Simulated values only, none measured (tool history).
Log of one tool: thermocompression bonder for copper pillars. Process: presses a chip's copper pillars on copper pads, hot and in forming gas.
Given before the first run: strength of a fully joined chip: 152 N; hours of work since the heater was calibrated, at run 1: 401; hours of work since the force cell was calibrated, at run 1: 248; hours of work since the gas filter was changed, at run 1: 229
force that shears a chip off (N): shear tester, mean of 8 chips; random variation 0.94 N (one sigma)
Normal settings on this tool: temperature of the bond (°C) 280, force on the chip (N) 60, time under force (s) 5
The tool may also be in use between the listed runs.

run	hour	temperature of the bond (°C)	force on the chip (N)	time under force (s)	hours of work since the heater was calibrated	hours of work since the force cell was calibrated	hours of work since the gas filter was changed	force that shears a chip off (N)
1	0.0	280	60	5	401	248	229	66.4
2	5.3	280	60	5	404	252	232	67.3
3	13.5	280	60	5	410	258	238	67.0
4	21.7	280	60	5	416	264	244	67.3
5	26.7	280	74	5	419	267	247	76.7
6	30.7	280	60	4	422	270	250	62.1
7	38.8	280	60	4	428	275	256	63.2
8	46.3	280	60	4	433	281	261	62.1
9	51.1	280	60	5	436	284	264	66.1
10	58.2	296	60	5	441	289	269	80.6
11	63.3	263	60	5	445	292	273	51.7
12	71.5	263	60	12	450	298	278	69.8
13	78.2	280	60	7	455	303	283	74.3
14	83.0	280	60	7	458	306	286	74.4
15	89.5	280	89	5	463	311	291	83.6
16	98.4	253	60	5	469	317	297	42.1
17	104.6	289	60	5	473	321	301	76.1
18	109.0	289	53	5	476	324	304	66.6
19	113.2	256	53	3	479	327	307	33.1
20	121.5	256	53	3	485	333	313	31.1
21	125.8	280	60	7	488	336	316	73.6

The next listed run, before its measurement:
22	130.9	280	60	13	492	339	320	?

{"run 22": {"force that shears a chip off (N)": 87.7}}
Minus the tool's unlogged condition, the same run would have read force that shears a chip off (N) 105.5.

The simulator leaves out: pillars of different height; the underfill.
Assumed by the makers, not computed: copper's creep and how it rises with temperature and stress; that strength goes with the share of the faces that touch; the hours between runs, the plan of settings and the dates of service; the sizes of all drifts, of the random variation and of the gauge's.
